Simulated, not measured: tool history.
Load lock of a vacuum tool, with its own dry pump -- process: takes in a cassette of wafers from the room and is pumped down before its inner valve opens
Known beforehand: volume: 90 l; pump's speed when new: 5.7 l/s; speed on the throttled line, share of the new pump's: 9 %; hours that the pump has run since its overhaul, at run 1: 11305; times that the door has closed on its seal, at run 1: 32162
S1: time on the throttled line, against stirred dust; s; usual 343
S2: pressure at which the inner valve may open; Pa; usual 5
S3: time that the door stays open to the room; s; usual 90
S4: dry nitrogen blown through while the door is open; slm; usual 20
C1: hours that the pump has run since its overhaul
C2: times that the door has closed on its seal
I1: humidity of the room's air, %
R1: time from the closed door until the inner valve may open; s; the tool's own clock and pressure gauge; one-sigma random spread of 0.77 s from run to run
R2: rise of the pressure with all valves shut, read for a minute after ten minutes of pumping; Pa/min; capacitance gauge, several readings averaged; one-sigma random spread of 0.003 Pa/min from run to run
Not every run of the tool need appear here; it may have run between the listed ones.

| run | day | S1 | S2 | S3 | S4 | C1 | C2 | I1 | R1 | R2 |
|---|---|---|---|---|---|---|---|---|---|---|
| 1 | 0.000 | 343 | 5 | 90 | 20 | 11305 | 32162 | 46.2 | 477.6 | 0.114 |
| 2 | 7.250 | 343 | 5 | 90 | 20 | 11479 | 32711 | 41.9 | 476.7 | 0.110 |
| 3 | 20.700 | 343 | 5 | 90 | 20 | 11801 | 33730 | 43.0 | 476.7 | 0.112 |
| 4 | 33.529 | 343 | 5 | 90 | 20 | 12109 | 34702 | 45.6 | 477.7 | 0.123 |
| 5 | 40.488 | 343 | 5 | 90 | 20 | 12276 | 35229 | 45.1 | 477.2 | 0.118 |
| 6 | 50.962 | 343 | 5 | 90 | 20 | 12528 | 36023 | 45.6 | 478.5 | 0.122 |
| 7 | 64.346 | 343 | 4 | 90 | 20 | 12849 | 37037 | 45.9 | 482.9 | 0.132 |
| 8 | 75.204 | 343 | 4 | 90 | 20 | 13110 | 37859 | 46.0 | 482.6 | 0.132 |
| 9 | 81.592 | 343 | 4 | 90 | 20 | 13263 | 38343 | 45.5 | 483.6 | 0.141 |
| 10 | 94.158 | 343 | 4 | 90 | 20 | 13564 | 39295 | 40.8 | 483.4 | 0.133 |
| 11 | 105.321 | 343 | 5 | 25 | 20 | 13832 | 40141 | 44.8 | 478.4 | 0.132 |
| 12 | 116.550 | 343 | 5 | 25 | 20 | 14102 | 40991 | 44.9 | 478.3 | 0.125 |
| 13 | 125.321 | 343 | 5 | 49 | 20 | 14312 | 41656 | 44.6 | 479.6 | 0.141 |
| 14 | 137.788 | 610 | 5 | 90 | 20 | 14612 | 42600 | 46.2 | 718.5 | 0.147 |
| 15 | 151.429 | 343 | 5 | 90 | 31 | 14939 | 43633 | 42.8 | 479.8 | 0.146 |
| 16 | 160.654 | 343 | 5 | 90 | 31 | 15160 | 44332 | 42.1 | 479.5 | 0.152 |
| 17 | 169.979 | 343 | 5 | 90 | 20 | 15384 | 45039 | 46.3 | 478.4 | 0.167 |
| 18 | 184.233 | 343 | 5 | 90 | 20 | 15726 | 46119 | 43.2 | 479.0 | 0.160 |
| 19 | 193.325 | 230 | 5 | 90 | 20 | 15944 | 46807 | 46.3 | 377.9 | 0.176 |
| 20 | 207.058 | 343 | 5 | 143 | 12 | 16274 | 47848 | 46.4 | 480.2 | 0.190 |
| 21 | 222.100 | 343 | 5 | 143 | 16 | 16635 | 48987 | 45.8 | 481.4 | 0.193 |
| 22 | 235.117 | 182 | 5 | 143 | 16 | 16947 | 49973 | 44.9 | 336.8 | 0.197 |
| 23 | 247.842 | 384 | 5 | 193 | 9 | 17253 | 50937 | 43.6 | 517.4 | 0.219 |
| 24 | 263.017 | 384 | 9 | 193 | 9 | 17617 | 52087 | 46.3 | 507.3 | 0.234 |
| 25 | 278.612 | 391 | 9 | 183 | 9 | 17991 | 53268 | 43.8 | 513.2 | 0.233 |
| 26 | 293.379 | 343 | 5 | 59 | 17 | 18346 | 54387 | 45.8 | 482.4 | 0.206 |
| 27 | 305.408 | 343 | 5 | 59 | 23 | 18634 | 55298 | 40.2 | 482.1 | 0.205 |
| 28 | 314.908 | 572 | 5 | 48 | 5 | 18862 | 56017 | 46.6 | 688.0 | 0.231 |
| 29 | 321.529 | 572 | 5 | 48 | 5 | 19021 | 56519 | 46.0 | 688.5 | 0.228 |
| 30 | 335.725 | 572 | 5 | 48 | 5 | 19362 | 57595 | 40.7 | 689.0 | 0.229 |
| 31 | 344.417 | 572 | 5 | 189 | 8 | 19571 | 58253 | 44.2 | 688.6 | 0.255 |
| 32 | 354.542 | 572 | 5 | 189 | 8 | 19814 | 59020 | 48.7 | 688.1 | 0.278 |
| 33 | 368.954 | 572 | 9 | 46 | 8 | 20160 | 60112 | 44.9 | 678.0 | 0.243 |
| 34 | 376.654 | 572 | 9 | 46 | 8 | 20344 | 60695 | 42.4 | 677.7 | 0.239 |
| 35 | 387.350 | 572 | 9 | 46 | 8 | 20601 | 61505 | 43.7 | 677.4 | 0.248 |

Forecast each of these 3 alternatives for the next run:
| A | 401.454 | 343 | 5 | 32 | 5 | 20940 | 62574 | 47.8 | ? | ? |
| B | 401.454 | 202 | 5 | 34 | 20 | 20940 | 62574 | 44.7 | ? | ? |
| C | 401.454 | 182 | 4 | 90 | 31 | 20940 | 62574 | 47.4 | ? | ? |

| run | R1 | R2 |
|---|---|---|
| A | 482.8 | 0.241 |
| B | 356.6 | 0.242 |
| C | 344.2 | 0.244 |
Without the tool's hidden state the same runs would have given:
| run | R1 | R2 |
|---|---|---|
| A | 469.1 | 0.034 |
| B | 341.6 | 0.030 |
| C | 328.2 | 0.031 |
